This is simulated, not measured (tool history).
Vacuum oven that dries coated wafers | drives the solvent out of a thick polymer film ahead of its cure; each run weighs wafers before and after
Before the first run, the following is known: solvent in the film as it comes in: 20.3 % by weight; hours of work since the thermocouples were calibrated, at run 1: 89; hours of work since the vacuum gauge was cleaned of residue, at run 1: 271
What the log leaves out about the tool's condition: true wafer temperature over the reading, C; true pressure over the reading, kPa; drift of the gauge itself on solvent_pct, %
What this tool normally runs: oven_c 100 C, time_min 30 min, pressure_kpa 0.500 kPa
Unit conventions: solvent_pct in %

run    hour  oven_c  time_min  pressure_kpa  hours of work since the thermocouples were calibrated  hours of work since the vacuum gauge was cleaned of residue  solvent_pct
  1     0.0     100        30         0.500                                                     89                                                          271         3.69
  2    38.2     109        30         0.500                                                    116                                                          298         1.35
  3    76.6     109        30         0.361                                                    143                                                          326         1.29
  4   129.6     109        30         0.361                                                    181                                                          363         1.23
  5   178.0     109        30         0.361                                                    216                                                          398         1.24
  6   228.6     109        30         0.361                                                    252                                                          434         1.28
  7   273.6     109        30         0.361                                                    284                                                          466         1.29
  8   306.8     109        30         0.361                                                    307                                                          490         1.30
  9   368.3     109        30         0.361                                                    351                                                          533         1.28
 10   437.4     109        30         0.361                                                    401                                                          583         1.24
 11   484.4     109        30         0.361                                                    434                                                          616         1.28
 12   551.6     109        30         0.264                                                    482                                                          664         1.19
 13   587.2     109        30         0.811                                                    507                                                          690         1.59
 14   630.1     109        30         0.811                                                    538                                                          720         1.57
 15   666.4     103        20         0.811                                                    564                                                          746         5.06
 16   708.5      98        19         0.651                                                    594                                                          776         7.11
 17   767.1      90        30         0.258                                                    636                                                          818         7.23
 18   825.9     101        30         0.417                                                    677                                                          860         3.31
      866.1  -- oven's thermocouples calibrated
 19   867.7     100        23         0.891                                                      1                                                          888         5.41
 20   910.2     102        23         1.695                                                     31                                                          918         5.31
 21   948.3     102        23         1.280                                                     59                                                          946         4.96
 22   979.9     102        23         1.280                                                     81                                                          968         5.02
 23  1042.5     100        42         0.500                                                    126                                                         1013         2.17
 24  1104.7      97        20         0.357                                                    170                                                         1057         7.01
 25  1141.8      87        18         0.352                                                    197                                                         1083        11.10
 26  1200.5      87        24         1.351                                                    238                                                         1125        10.61

5 options for the next run, each taken on its own from the tool as it stands now. Forecast them:
  A  1244.9      99        22         1.482                                                    270                                                         1157            ?
  B  1244.9      98        21         0.592                                                    270                                                         1157            ?
  C  1244.9     100        25         0.367                                                    270                                                         1157            ?
  D  1244.9     100        27         0.500                                                    270                                                         1157            ?
  E  1244.9     106        24         0.904                                                    270                                                         1157            ?

run  solvent_pct
  A         6.49
  B         6.50
  C         4.57
  D         4.25
  E         3.15
Without the tool's unlogged condition, the same runs would have read:
run  solvent_pct
  A         6.48
  B         6.50
  C         4.56
  D         4.25
  E         3.15

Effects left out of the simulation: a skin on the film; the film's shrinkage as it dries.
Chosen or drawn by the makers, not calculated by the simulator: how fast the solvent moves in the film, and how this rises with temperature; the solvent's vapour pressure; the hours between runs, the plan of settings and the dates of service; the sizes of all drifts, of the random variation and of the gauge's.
